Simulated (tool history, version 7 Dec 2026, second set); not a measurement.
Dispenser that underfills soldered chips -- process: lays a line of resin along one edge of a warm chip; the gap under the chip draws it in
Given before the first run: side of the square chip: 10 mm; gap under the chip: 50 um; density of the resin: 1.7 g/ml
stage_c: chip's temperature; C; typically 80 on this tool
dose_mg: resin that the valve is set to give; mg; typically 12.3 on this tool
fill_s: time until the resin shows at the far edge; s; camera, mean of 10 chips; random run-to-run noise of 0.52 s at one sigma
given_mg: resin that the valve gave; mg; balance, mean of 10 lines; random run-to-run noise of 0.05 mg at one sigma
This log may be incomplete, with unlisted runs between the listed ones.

Run 1, hour 0: usual settings. Result: fill_s 45.9 s, given_mg 12.15 mg.
Run 2, hour 4.5: usual settings. Result: fill_s 52.5 s, given_mg 12.12 mg.
Run 3, hour 8.2: usual settings. Result: fill_s 59 s, given_mg 11.96 mg.
Run 4, hour 10.5: usual settings. Result: fill_s 62.3 s, given_mg 12.04 mg.
Run 5, hour 12.8: usual settings. Result: fill_s 65.6 s, given_mg 12.03 mg.
Run 6, hour 16.5: usual settings but dose_mg 10.5 mg. Result: fill_s 48.8 s, given_mg 10.25 mg.
Run 7, hour 21.1: usual settings but dose_mg 10.5 mg. Result: fill_s 56.9 s, given_mg 10.16 mg.
Run 8, hour 25.9: usual settings but dose_mg 10.5 mg. Result: fill_s 64.1 s, given_mg 10.18 mg.
Run 9, hour 30: usual settings but stage_c 91 C. Result: fill_s 31.6 s, given_mg 11.88 mg.
Run 10, hour 32.8: usual settings but stage_c 91 C. Result: fill_s 33.8 s, given_mg 11.8 mg.
Run 11, hour 35.3: usual settings but stage_c 92 C. Result: fill_s 35.5 s, given_mg 11.84 mg.
Run 12, hour 38.8: usual settings but stage_c 92 C. Result: fill_s 39.6 s, given_mg 11.86 mg.
Run 13, hour 42.4: usual settings but stage_c 92 C. Result: fill_s 43 s, given_mg 11.74 mg.
Run 14, hour 46.2: usual settings but stage_c 92 C. Result: fill_s 30.7 s, given_mg 11.73 mg.
Run 15, hour 49.3: usual settings but stage_c 75 C. Result: fill_s 55.7 s, given_mg 11.79 mg.
Run 16, hour 52.3: usual settings but stage_c 75 C. Result: fill_s 61.1 s, given_mg 11.66 mg.
Run 17, hour 58.2: usual settings but stage_c 75 C. Result: fill_s 69.2 s, given_mg 12.36 mg.
Run 18, hour 61.8: usual settings but stage_c 75 C. Result: fill_s 49.1 s, given_mg 12.24 mg.
Run 19, hour 64.5: usual settings but stage_c 75 C. Result: fill_s 52.6 s, given_mg 12.2 mg.
Run 20, hour 68.3: usual settings but stage_c 93 C, dose_mg 13.5 mg. Result: fill_s 34.1 s, given_mg 13.47 mg.
Run 21, hour 72.1: usual settings but stage_c 78 C, dose_mg 13.3 mg. Result: fill_s 59.5 s, given_mg 13.2 mg.
Run 22, hour 76: usual settings but stage_c 78 C, dose_mg 12.6 mg. Result: fill_s 66.3 s, given_mg 12.38 mg.
Run 23, hour 79.5: usual settings but dose_mg 10.5 mg. Result: fill_s 45.7 s, given_mg 10.41 mg.
Run 24, hour 84: usual settings but stage_c 76 C, dose_mg 13.5 mg. Result: fill_s 56.1 s, given_mg 13.25 mg.
Run 25, hour 86.2: usual settings but stage_c 76 C, dose_mg 13.5 mg. Result: fill_s 60.1 s, given_mg 13.23 mg.
Run 26, hour 90.5: usual settings but dose_mg 15.7 mg. Result: fill_s 58 s, given_mg 15.51 mg.
Run 27, hour 95.7: usual settings but stage_c 69 C, dose_mg 14.8 mg. Result: fill_s 62.4 s, given_mg 14.56 mg.
Run 28, hour 99: usual settings but stage_c 66 C, dose_mg 14.4 mg. Result: fill_s 74.3 s, given_mg 14.1 mg.
Run 29, hour 102.5: usual settings but stage_c 82 C, dose_mg 15.7 mg. Result: fill_s 50.8 s, given_mg 15.32 mg.
Run 30, hour 107.4: usual settings but dose_mg 13.3 mg. Result: fill_s 62.9 s, given_mg 12.98 mg.
Run 31, hour 110.5: usual settings but dose_mg 13.3 mg. Result: fill_s 42.9 s, given_mg 12.93 mg.
Run 32, hour 113.9: usual settings but dose_mg 13.3 mg. Result: fill_s 47.5 s, given_mg 12.88 mg.
Run 33, hour 117.2: usual settings but stage_c 75 C, dose_mg 13.2 mg. Result: fill_s 61.5 s, given_mg 12.65 mg.
Run 34, hour 121.7: usual settings but stage_c 65 C, dose_mg 14.9 mg. Result: fill_s 94.4 s, given_mg 14.41 mg.
Run 35, hour 126.5: usual settings but stage_c 65 C, dose_mg 14.9 mg. Result: fill_s 68.9 s, given_mg 14.34 mg.
Run 36, hour 130.5: usual settings but stage_c 65 C, dose_mg 14.9 mg. Result: fill_s 78.3 s, given_mg 14.29 mg.

Not shown: 9 entries that the log had between the listed runs. Between which runs, and how does the tool's hidden state differ before and after?
In the gap between runs 5 and 6: new syringe of resin (hour 13.4)
  resin's viscosity, % of fresh resin's: 156.5 -> 110; dose that the valve gives, % of what is set: 97.56 -> 97.36; true chip temperature over the reading, C: 0.21 -> 0.22
  difference, measured minus the result without the unlogged condition, fill_s: +23.6 -> +4.6 s; given_mg: -0.3 -> -0.28 mg
In the gap between runs 8 and 9: new syringe of resin (hour 29.2)
  resin's viscosity, % of fresh resin's: 144.4 -> 101.4; dose that the valve gives, % of what is set: 96.85 -> 96.65; true chip temperature over the reading, C: 0.25 -> 0.26
  difference, measured minus the result without the unlogged condition, fill_s: +20 -> +0.4 s; given_mg: -0.33 -> -0.41 mg
In the gap between runs 13 and 14: new syringe of resin (hour 45)
  resin's viscosity, % of fresh resin's: 145.4 -> 101.9; dose that the valve gives, % of what is set: 95.92 -> 95.73; true chip temperature over the reading, C: 0.3 -> 0.32
  difference, measured minus the result without the unlogged condition, fill_s: +13.6 -> +0.6 s; given_mg: -0.5 -> -0.53 mg
In the gap between runs 16 and 17: dispensing valve cleaned and set on the balance (hour 57.5)
  resin's viscosity, % of fresh resin's: 121.9 -> 140.6; dose that the valve gives, % of what is set: 95.39 -> 100.05; true chip temperature over the reading, C: 0.34 -> 0.35
  difference, measured minus the result without the unlogged condition, fill_s: +10.9 -> +19.5 s; given_mg: -0.57 -> +0.01 mg
In the gap between runs 17 and 18: new syringe of resin (hour 61.8)
  resin's viscosity, % of fresh resin's: 140.6 -> 99.8; dose that the valve gives, % of what is set: 100.05 -> 99.86; true chip temperature over the reading, C: 0.35 -> 0.36
  difference, measured minus the result without the unlogged condition, fill_s: +19.5 -> -0.7 s; given_mg: +0.01 -> -0.02 mg
In the gap between runs 22 and 23: new syringe of resin (hour 77.8)
  resin's viscosity, % of fresh resin's: 150.6 -> 104.8; dose that the valve gives, % of what is set: 99.03 -> 98.84; true chip temperature over the reading, C: 0.41 -> 0.42
  difference, measured minus the result without the unlogged condition, fill_s: +22 -> +1.7 s; given_mg: -0.12 -> -0.12 mg
In the gap between runs 26 and 27: new syringe of resin (hour 93.5)
  resin's viscosity, % of fresh resin's: 144.5 -> 107.4; dose that the valve gives, % of what is set: 98.22 -> 97.94; true chip temperature over the reading, C: 0.46 -> 0.47
  difference, measured minus the result without the unlogged condition, fill_s: +17.4 -> +3.6 s; given_mg: -0.28 -> -0.31 mg
In the gap between runs 30 and 31: new syringe of resin (hour 109.3)
  resin's viscosity, % of fresh resin's: 151 -> 103.5; dose that the valve gives, % of what is set: 97.27 -> 97.1; true chip temperature over the reading, C: 0.51 -> 0.52
  difference, measured minus the result without the unlogged condition, fill_s: +20.6 -> +1 s; given_mg: -0.36 -> -0.39 mg
In the gap between runs 34 and 35: new syringe of resin (hour 125)
  resin's viscosity, % of fresh resin's: 143.1 -> 104.9; dose that the valve gives, % of what is set: 96.46 -> 96.19; true chip temperature over the reading, C: 0.56 -> 0.58
  difference, measured minus the result without the unlogged condition, fill_s: +27.4 -> +2.1 s; given_mg: -0.53 -> -0.57 mg
